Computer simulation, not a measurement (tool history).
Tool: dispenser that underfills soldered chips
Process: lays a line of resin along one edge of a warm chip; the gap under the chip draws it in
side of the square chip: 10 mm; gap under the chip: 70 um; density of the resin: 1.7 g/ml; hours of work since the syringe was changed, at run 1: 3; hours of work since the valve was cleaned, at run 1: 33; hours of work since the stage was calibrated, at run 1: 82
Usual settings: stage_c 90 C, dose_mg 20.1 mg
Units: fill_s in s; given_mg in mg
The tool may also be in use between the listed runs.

run	hour	stage_c	dose_mg	hours of work since the syringe was changed	hours of work since the valve was cleaned	hours of work since the stage was calibrated	fill_s	given_mg
1	0.0	90	20.1	3	33	82	124.2	19.76
# hour 7.1: new syringe of resin
2	7.5	90	20.1	0	38	87	105.9	19.56
# hour 17.6: new syringe of resin
3	17.6	90	20.1	0	45	94	104.3	19.42
4	24.3	90	19.8	5	49	98	144.5	19.12
# hour 28.5: new syringe of resin
5	31.4	90	19.8	2	54	103	118.9	18.98
# hour 39.2: new syringe of resin
6	45.1	90	24.8	4	63	112	136.3	23.69
# hour 50.0: new syringe of resin
7	58.2	90	24.8	6	72	121	156.7	23.58
# hour 61.1: new syringe of resin
8	69.9	90	24.8	6	79	128	156.6	23.34
# hour 71.9: new syringe of resin
# hour 82.2: new syringe of resin
9	84.8	90	24.8	2	89	138	117.0	23.25
# hour 93.0: new syringe of resin
10	93.0	99	18.2	0	95	144	81.0	17.05
11	100.8	95	22.3	5	100	149	130.5	20.69
# hour 104.3: new syringe of resin
# hour 114.7: new syringe of resin
12	114.7	80	17.6	0	109	158	148.4	16.27
# hour 125.1: new syringe of resin
13	129.7	80	20.0	3	119	168	180.2	18.20
# hour 131.3: dispensing valve cleaned and set on the balance
# hour 137.0: new syringe of resin
14	140.8	80	20.0	3	6	175	177.1	20.00
# hour 148.3: new syringe of resin
15	151.5	80	20.0	2	13	182	172.1	19.62
# hour 158.7: new syringe of resin
16	158.7	79	19.9	0	18	187	152.4	19.46
# hour 169.3: new syringe of resin
17	169.8	84	20.4	0	25	194	129.9	19.88
# hour 179.7: new syringe of resin
18	180.1	82	19.6	0	32	201	141.4	19.13

Some steps in fill_s between neighbouring runs. How much of each would the tool show without its hidden state too (settings, what came in, random variation), and how much is left for the hidden state, with any gauge scatter that isn't in both results?
The hidden state here: resin's viscosity, % of fresh resin's; dose that the valve gives, % of what is set; true chip temperature over the reading, C; drift of the gauge itself on fill_s, %; drift of the gauge itself on given_mg, %.
Run 10 -> 11: stage_c 99 -> 95, dose_mg 18.2 -> 22.3. fill_s +49.5 s: hidden state +41.1, all else +8.4.

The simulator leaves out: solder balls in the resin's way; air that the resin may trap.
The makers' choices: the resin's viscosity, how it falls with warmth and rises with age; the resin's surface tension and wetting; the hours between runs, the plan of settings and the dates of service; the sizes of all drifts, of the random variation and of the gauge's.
